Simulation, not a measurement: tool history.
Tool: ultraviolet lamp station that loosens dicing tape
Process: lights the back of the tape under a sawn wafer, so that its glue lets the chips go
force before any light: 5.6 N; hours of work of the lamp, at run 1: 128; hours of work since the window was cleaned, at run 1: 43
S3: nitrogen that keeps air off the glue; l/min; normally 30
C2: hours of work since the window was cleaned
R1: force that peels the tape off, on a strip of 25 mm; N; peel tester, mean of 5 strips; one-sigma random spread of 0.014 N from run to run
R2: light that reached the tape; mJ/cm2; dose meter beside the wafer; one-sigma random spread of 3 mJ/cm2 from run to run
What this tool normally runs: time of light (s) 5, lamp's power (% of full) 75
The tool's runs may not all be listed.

{"run": 1, "hour": 0.0, "time of light (s)": 5, "lamp's power (% of full)": 75, "S3": 30, "hours of work of the lamp": 128, "C2": 43, "R1": 0.731, "R2": 424}
{"run": 2, "hour": 7.8, "time of light (s)": 5, "lamp's power (% of full)": 75, "S3": 53, "hours of work of the lamp": 132, "C2": 47, "R1": 0.477, "R2": 427}
{"run": 3, "hour": 12.4, "time of light (s)": 5, "lamp's power (% of full)": 75, "S3": 30, "hours of work of the lamp": 133, "C2": 48, "R1": 0.767, "R2": 424}
{"run": 4, "hour": 16.8, "time of light (s)": 5, "lamp's power (% of full)": 75, "S3": 30, "hours of work of the lamp": 135, "C2": 50, "R1": 0.772, "R2": 419}
{"run": 5, "hour": 20.5, "time of light (s)": 5, "lamp's power (% of full)": 75, "S3": 30, "hours of work of the lamp": 137, "C2": 52, "R1": 0.756, "R2": 415}
{"run": 6, "hour": 26.8, "time of light (s)": 5, "lamp's power (% of full)": 75, "S3": 30, "hours of work of the lamp": 139, "C2": 54, "R1": 0.763, "R2": 418}
{"run": 7, "hour": 33.0, "time of light (s)": 5, "lamp's power (% of full)": 75, "S3": 30, "hours of work of the lamp": 142, "C2": 57, "R1": 0.747, "R2": 415}
{"run": 8, "hour": 38.7, "time of light (s)": 4, "lamp's power (% of full)": 69, "S3": 12, "hours of work of the lamp": 144, "C2": 59, "R1": 2.071, "R2": 308}

Predict the results of run 9:
{"run": 9, "hour": 45.4, "time of light (s)": 8, "lamp's power (% of full)": 97, "S3": 38, "hours of work of the lamp": 147, "C2": 62, "R1": "?", "R2": "?"}

Run 9 yielded R1 0.121 N, R2 855 mJ/cm2.
Minus the tool's unlogged condition, the same run would have read R1 0.102 N, R2 942 mJ/cm2.
